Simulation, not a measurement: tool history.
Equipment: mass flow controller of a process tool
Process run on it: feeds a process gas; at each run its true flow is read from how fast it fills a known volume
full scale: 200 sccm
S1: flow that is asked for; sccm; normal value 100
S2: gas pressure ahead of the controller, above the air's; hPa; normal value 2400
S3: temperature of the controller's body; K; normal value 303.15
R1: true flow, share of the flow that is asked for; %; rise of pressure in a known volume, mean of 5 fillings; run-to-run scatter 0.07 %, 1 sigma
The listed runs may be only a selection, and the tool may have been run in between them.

run	hour	S1	S2	S3	R1
1	0	100	2400	303.15	100.79
2	168.7	100	2400	303.15	100.96
3	318.3	100	2400	304.15	100.87
4	408.5	100	2400	307.15	100.68
5	520.2	100	2400	307.15	100.84
6	602.1	100	2400	307.15	100.84
7	789.8	100	2400	312.15	100.67
8	924.3	22	2400	303.15	106.56
9	1026.3	117	2400	303.15	101.22
10	1167.5	117	2500	303.15	101.29
11	1305	100	2400	312.15	100.87
12	1433.3	45	2060	305.15	103.66
13	1542.7	45	2060	305.15	103.58
14	1682	100	2400	301.15	101.8
15	1786	175	1800	311.15	100.66
16	1943.6	175	1800	311.15	100.78
17	2127.6	155	2050	303.15	101.37
18	2301.4	58	1440	308.15	103.45
19	2414.9	24	2690	294.15	109.52
20	2545.5	44	2300	294.15	105.76
21	2690.7	137	2790	302.15	101.77

5 options for the next run, each taken on its own from the tool as it stands now. Forecast them:
A	2785.4	103	2790	302.15	?
B	2785.4	119	2790	302.15	?
C	2785.4	67	1820	298.15	?
D	2785.4	70	2380	303.15	?
E	2785.4	137	2790	297.15	?

run	R1
A	102.42
B	101.96
C	103.98
D	103.3
E	102.13
Take away the tool's hidden state, keep each run's random variation, and the runs would have read:
run	R1
A	99.38
B	99.22
C	99.69
D	99.16
E	99.66
